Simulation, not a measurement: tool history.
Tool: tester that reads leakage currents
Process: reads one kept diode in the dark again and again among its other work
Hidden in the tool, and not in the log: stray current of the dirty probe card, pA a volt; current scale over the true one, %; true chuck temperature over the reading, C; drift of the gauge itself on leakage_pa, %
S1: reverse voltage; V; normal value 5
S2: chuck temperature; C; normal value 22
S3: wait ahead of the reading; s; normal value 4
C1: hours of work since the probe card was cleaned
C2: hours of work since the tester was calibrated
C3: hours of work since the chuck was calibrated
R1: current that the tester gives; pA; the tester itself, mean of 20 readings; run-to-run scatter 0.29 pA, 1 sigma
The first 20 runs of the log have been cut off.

run,hour,S1,S2,S3,C1,C2,C3,R1
21,508.9,1.05,59,9.38,247,31,835,753.86
22,525.2,15.54,24,9.38,259,43,848,182.8
23,540.6,1.71,22,0.94,271,55,859,75.37
24,559.7,7.52,22,1.66,286,69,874,125.05
25,581.4,6.49,22,4,302,86,891,119.17
26,602.2,8.29,22,3.28,318,102,907,129.11
27,616.3,1.24,58,3.79,329,113,917,755.65
28,643,1.24,58,3.79,349,133,938,761.95
29,668.4,2.23,22,3.83,369,152,957,82.89
30,696.7,15.46,34,0.77,390,174,979,382.61
31,723.9,15.46,34,0.77,411,195,999,385.75
32,747.8,5,22,0.62,429,213,1018,111.41
33,782,5,22,0.62,455,239,1044,111.82
34,814.1,6.07,31,0.6,480,264,1068,229.9
35,834,5,25,1.27,495,279,1083,138.67
36,859.5,17.92,32,9.05,515,298,1103,353.81
37,875.3,17.92,32,9.05,527,310,1115,351.88
38,901.1,17.92,32,9.05,546,330,1135,352.64
39,929.3,5,48,4,568,352,1156,666.71

Forecast each of these 3 alternatives for the next run:
A,945.3,7.79,58,4.15,580,364,1168,?
B,945.3,5,48,0.87,580,364,1168,?
C,945.3,2.99,22,4,580,364,1168,?

run,R1
A,1438.1
B,667.3
C,93.2
With the hidden condition removed and each run's random variation left untouched, the same runs would have given:
run,R1
A,1292.51
B,595.33
C,80.5

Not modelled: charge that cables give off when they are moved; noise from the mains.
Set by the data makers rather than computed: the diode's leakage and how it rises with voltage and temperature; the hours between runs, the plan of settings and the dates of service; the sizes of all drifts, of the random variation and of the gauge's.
